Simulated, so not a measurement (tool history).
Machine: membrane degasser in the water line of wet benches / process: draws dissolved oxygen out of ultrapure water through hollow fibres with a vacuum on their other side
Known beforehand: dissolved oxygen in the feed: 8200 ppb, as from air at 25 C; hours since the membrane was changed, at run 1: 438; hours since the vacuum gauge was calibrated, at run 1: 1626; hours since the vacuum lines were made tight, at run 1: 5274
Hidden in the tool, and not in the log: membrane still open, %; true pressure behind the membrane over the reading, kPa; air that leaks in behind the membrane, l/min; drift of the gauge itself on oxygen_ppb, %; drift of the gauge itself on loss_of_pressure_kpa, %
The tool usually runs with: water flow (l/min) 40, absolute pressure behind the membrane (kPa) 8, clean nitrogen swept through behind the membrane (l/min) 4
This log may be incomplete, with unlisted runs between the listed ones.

run	day	water flow (l/min)	absolute pressure behind the membrane (kPa)	clean nitrogen swept through behind the membrane (l/min)	hours since the membrane was changed	hours since the vacuum gauge was calibrated	hours since the vacuum lines were made tight	dissolved oxygen in the water behind the degasser (ppb)	pressure that the water loses in the fibres (kPa)
1	0	40	8	4	438	1626	5274	320.1	59.78
2	0.996	40	8	4	462	1650	5298	321	59.55
3	2.971	40	12.76	4	509	1697	5346	421.8	59.94
4	5.4	40	12.76	4	567	1755	5404	423.8	59.99
5	6.425	40	8	6.55	592	1780	5429	278.3	60.23
6	7.808	40	8	6.55	625	1813	5462	279.5	60.31
7	9.554	40	17.87	4	667	1855	5504	530.9	59.87
8	11.217	40	6.55	4	707	1895	5544	284.5	60.21
9	12.671	40	6.55	4	742	1930	5578	284.1	59.86
10	15.088	40	6.55	4	800	1988	5637	287.7	60.28
# day 15.254: vacuum gauge calibrated
11	16.696	40	6.55	4	838	35	5675	289.1	60.62
12	17.975	40	6.55	4	869	65	5705	286.5	60.24
13	19.475	40	6.55	4	905	101	5741	292.6	60.49
14	21.721	40	6.55	4	959	155	5795	290.1	60.26
# day 23.771: vacuum gauge calibrated, once more
15	24.008	40	8	4	1013	6	5850	317.2	59.81
16	25.208	37	8	4	1042	34	5878	280.3	55.86
17	27.583	40	8	4	1099	92	5935	323.3	60.11
18	30.038	40	8	3.58	1158	150	5994	330	60.24
19	31.988	39	8	4	1204	197	6041	304.8	58.84
20	33.792	39	8	7.16	1248	240	6084	256.4	58.49
21	35.208	39	8	7.16	1282	274	6118	261.2	58.63
22	37.342	39	8	1.93	1333	326	6170	400.4	58.64
23	39.421	30	8	4.77	1383	376	6219	174.8	45.34
24	40.833	40	14.81	5.14	1417	410	6253	415.9	60.3
25	43.204	40	14.81	5.14	1474	466	6310	418.8	60.31
26	45.525	40	12.92	5.14	1529	522	6366	386.7	60.53
27	47.871	40	8	1.99	1586	578	6422	412.2	60.39
28	49.488	26	18.76	4	1624	617	6461	313.2	39.16
29	51.433	26	18.76	4	1671	664	6508	309.9	39.17
30	53.767	48	8.67	2.93	1727	720	6564	504	72.54
31	55.796	26	19.18	7.02	1776	769	6613	216.4	39.05
32	58.075	26	19.18	7.02	1831	823	6667	215.5	39.36
33	59.904	26	19.18	7.02	1874	867	6711	216.8	39.35

Pick out some run-to-run changes in dissolved oxygen in the water behind the degasser (ppb). Of each, how much would a tool without hidden state show as well, from the settings, what came in and chance, and how much is left for the hidden state and any gauge scatter not in both results compared?
Run 6 -> 7: absolute pressure behind the membrane (kPa) 8 -> 17.87, clean nitrogen swept through behind the membrane (l/min) 6.55 -> 4. dissolved oxygen in the water behind the degasser (ppb) +251.4: hidden state +4.3, all else +247.1.
Run 7 -> 8: absolute pressure behind the membrane (kPa) 17.87 -> 6.55. dissolved oxygen in the water behind the degasser (ppb) -246.4: hidden state -3.3, all else -243.1.
Run 23 -> 24: water flow (l/min) 30 -> 40, absolute pressure behind the membrane (kPa) 8 -> 14.81, clean nitrogen swept through behind the membrane (l/min) 4.77 -> 5.14. dissolved oxygen in the water behind the degasser (ppb) +241.1: hidden state +4, all else +237.1.
Run 30 -> 31: water flow (l/min) 48 -> 26, absolute pressure behind the membrane (kPa) 8.67 -> 19.18, clean nitrogen swept through behind the membrane (l/min) 2.93 -> 7.02. dissolved oxygen in the water behind the degasser (ppb) -287.6: hidden state -2.1, all else -285.5.

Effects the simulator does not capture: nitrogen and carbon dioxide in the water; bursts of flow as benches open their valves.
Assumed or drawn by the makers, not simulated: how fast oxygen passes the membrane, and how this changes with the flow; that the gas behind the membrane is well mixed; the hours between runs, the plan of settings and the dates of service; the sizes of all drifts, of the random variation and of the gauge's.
